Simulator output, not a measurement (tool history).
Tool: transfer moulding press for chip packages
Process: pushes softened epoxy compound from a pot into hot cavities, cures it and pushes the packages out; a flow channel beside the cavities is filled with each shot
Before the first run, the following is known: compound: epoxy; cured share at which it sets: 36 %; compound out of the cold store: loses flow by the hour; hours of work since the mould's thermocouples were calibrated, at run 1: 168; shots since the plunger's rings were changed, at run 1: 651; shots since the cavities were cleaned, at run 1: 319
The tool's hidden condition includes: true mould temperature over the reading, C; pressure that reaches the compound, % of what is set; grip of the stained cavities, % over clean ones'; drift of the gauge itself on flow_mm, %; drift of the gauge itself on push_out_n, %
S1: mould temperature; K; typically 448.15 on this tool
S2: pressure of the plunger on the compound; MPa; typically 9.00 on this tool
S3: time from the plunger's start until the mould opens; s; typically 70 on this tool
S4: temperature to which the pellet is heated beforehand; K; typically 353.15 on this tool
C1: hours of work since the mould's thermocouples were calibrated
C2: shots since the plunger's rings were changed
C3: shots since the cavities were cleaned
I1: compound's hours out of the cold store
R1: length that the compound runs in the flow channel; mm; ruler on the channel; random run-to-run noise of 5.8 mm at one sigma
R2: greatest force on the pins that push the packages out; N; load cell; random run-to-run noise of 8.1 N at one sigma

| run | hour | S1 | S2 | S3 | S4 | C1 | C2 | C3 | I1 | R1 | R2 |
|---|---|---|---|---|---|---|---|---|---|---|---|
| 1 | 0.0 | 448.15 | 9.00 | 70 | 353.15 | 168 | 651 | 319 | 11.6 | 710 | 380 |
| 2 | 6.5 | 448.15 | 10.89 | 70 | 353.15 | 173 | 749 | 417 | 23.2 | 734 | 391 |
|  | 10.3 | cavities cleaned with cleaning compound and waxed |
| 3 | 16.0 | 448.15 | 9.00 | 70 | 360.15 | 178 | 870 | 87 | 15.7 | 698 | 339 |
| 4 | 22.0 | 448.15 | 9.00 | 70 | 360.15 | 182 | 960 | 177 | 20.0 | 670 | 365 |
| 5 | 27.4 | 454.15 | 9.00 | 70 | 353.15 | 186 | 1041 | 258 | 36.6 | 616 | 286 |
| 6 | 33.6 | 454.15 | 9.00 | 70 | 353.15 | 191 | 1135 | 352 | 22.9 | 649 | 293 |
| 7 | 37.7 | 454.15 | 9.00 | 70 | 353.15 | 193 | 1197 | 414 | 44.6 | 588 | 313 |
|  | 41.8 | cavities cleaned with cleaning compound and waxed |
| 8 | 44.3 | 454.15 | 9.00 | 70 | 353.15 | 197 | 1274 | 37 | 26.8 | 641 | 260 |
| 9 | 49.0 | 454.15 | 9.00 | 70 | 353.15 | 200 | 1346 | 109 | 40.8 | 597 | 264 |
| 10 | 54.2 | 448.15 | 9.00 | 62 | 353.15 | 204 | 1424 | 187 | 36.0 | 619 | 450 |
| 11 | 58.7 | 448.15 | 9.00 | 70 | 357.15 | 207 | 1491 | 254 | 38.6 | 610 | 355 |
| 12 | 65.0 | 448.15 | 9.00 | 70 | 357.15 | 212 | 1586 | 349 | 29.0 | 651 | 373 |
|  | 72.8 | cavities cleaned with cleaning compound and waxed |
| 13 | 73.6 | 448.15 | 9.00 | 70 | 357.15 | 217 | 1694 | 12 | 38.5 | 617 | 309 |
| 14 | 81.6 | 448.15 | 9.00 | 70 | 357.15 | 222 | 1815 | 133 | 22.5 | 660 | 353 |
| 15 | 86.0 | 450.15 | 8.28 | 52 | 353.15 | 225 | 1881 | 199 | 13.3 | 662 | 668 |
| 16 | 94.5 | 453.15 | 8.43 | 55 | 346.15 | 231 | 2010 | 328 | 23.6 | 626 | 460 |
|  | 104.0 | cavities cleaned with cleaning compound and waxed |
| 17 | 104.6 | 445.15 | 8.36 | 72 | 349.15 | 237 | 2139 | 9 | 40.4 | 581 | 375 |
| 18 | 113.9 | 442.15 | 8.36 | 72 | 357.15 | 244 | 2279 | 149 | 38.9 | 592 | 490 |
| 19 | 119.8 | 442.15 | 8.36 | 72 | 357.15 | 248 | 2369 | 239 | 46.5 | 573 | 500 |
| 20 | 128.1 | 442.15 | 8.36 | 72 | 357.15 | 254 | 2493 | 363 | 27.4 | 624 | 567 |
|  | 134.5 | plunger's sealing rings changed |
| 21 | 134.6 | 448.15 | 10.29 | 77 | 353.15 | 257 | 2 | 424 | 25.0 | 729 | 333 |
|  | 138.0 | cavities cleaned with cleaning compound and waxed |
| 22 | 140.8 | 454.15 | 10.29 | 69 | 361.15 | 260 | 73 | 43 | 40.4 | 651 | 260 |
| 23 | 144.9 | 455.15 | 7.86 | 82 | 360.15 | 263 | 135 | 105 | 43.7 | 549 | 231 |
| 24 | 148.9 | 455.15 | 7.86 | 82 | 360.15 | 266 | 196 | 166 | 18.5 | 627 | 249 |
| 25 | 156.4 | 455.15 | 7.86 | 82 | 360.15 | 271 | 309 | 279 | 27.4 | 598 | 262 |

Describe how what the log doesn't record of the tool's condition differs between the last listed run preceding each entry between runs and the first listed run following it.
Run 2 -> run 3: cavities cleaned with cleaning compound and waxed (hour 10.3)
  true mould temperature over the reading, C: 0.28 -> 0.29; pressure that reaches the compound, % of what is set: 96.92 -> 96.47; grip of the stained cavities, % over clean ones': 21 -> 8.8
  measured value less the no-hidden-state value, R1: -13 -> -14 mm; R2: +63 -> +22 N
Run 7 -> run 8: cavities cleaned with cleaning compound and waxed (hour 41.8)
  true mould temperature over the reading, C: 0.32 -> 0.33; pressure that reaches the compound, % of what is set: 95.26 -> 95; grip of the stained cavities, % over clean ones': 24.1 -> 4.2
  measured value less the no-hidden-state value, R1: -15 -> -18 mm; R2: +56 -> +8 N
Run 12 -> run 13: cavities cleaned with cleaning compound and waxed (hour 72.8)
  true mould temperature over the reading, C: 0.36 -> 0.37; pressure that reaches the compound, % of what is set: 93.81 -> 93.42; grip of the stained cavities, % over clean ones': 20 -> 1.1
  measured value less the no-hidden-state value, R1: -22 -> -22 mm; R2: +56 -> -3 N
Run 16 -> run 17: cavities cleaned with cleaning compound and waxed (hour 104.0)
  true mould temperature over the reading, C: 0.39 -> 0.41; pressure that reaches the compound, % of what is set: 92.34 -> 91.89; grip of the stained cavities, % over clean ones': 18.1 -> 8.1
  measured value less the no-hidden-state value, R1: -26 -> -26 mm; R2: +60 -> +18 N
Run 20 -> run 21: plunger's sealing rings changed (hour 134.5)
  pressure that reaches the compound, % of what is set: 90.6 -> 99.63; grip of the stained cavities, % over clean ones': 24.4 -> 26.4
  measured value less the no-hidden-state value, R1: -33 -> -2 mm; R2: +96 -> +64 N
Run 21 -> run 22: cavities cleaned with cleaning compound and waxed (hour 138.0)
  true mould temperature over the reading, C: 0.44 -> 0.45; pressure that reaches the compound, % of what is set: 99.63 -> 99.35; grip of the stained cavities, % over clean ones': 26.4 -> 4.4
  measured value less the no-hidden-state value, R1: -2 -> -3 mm; R2: +64 -> +8 N
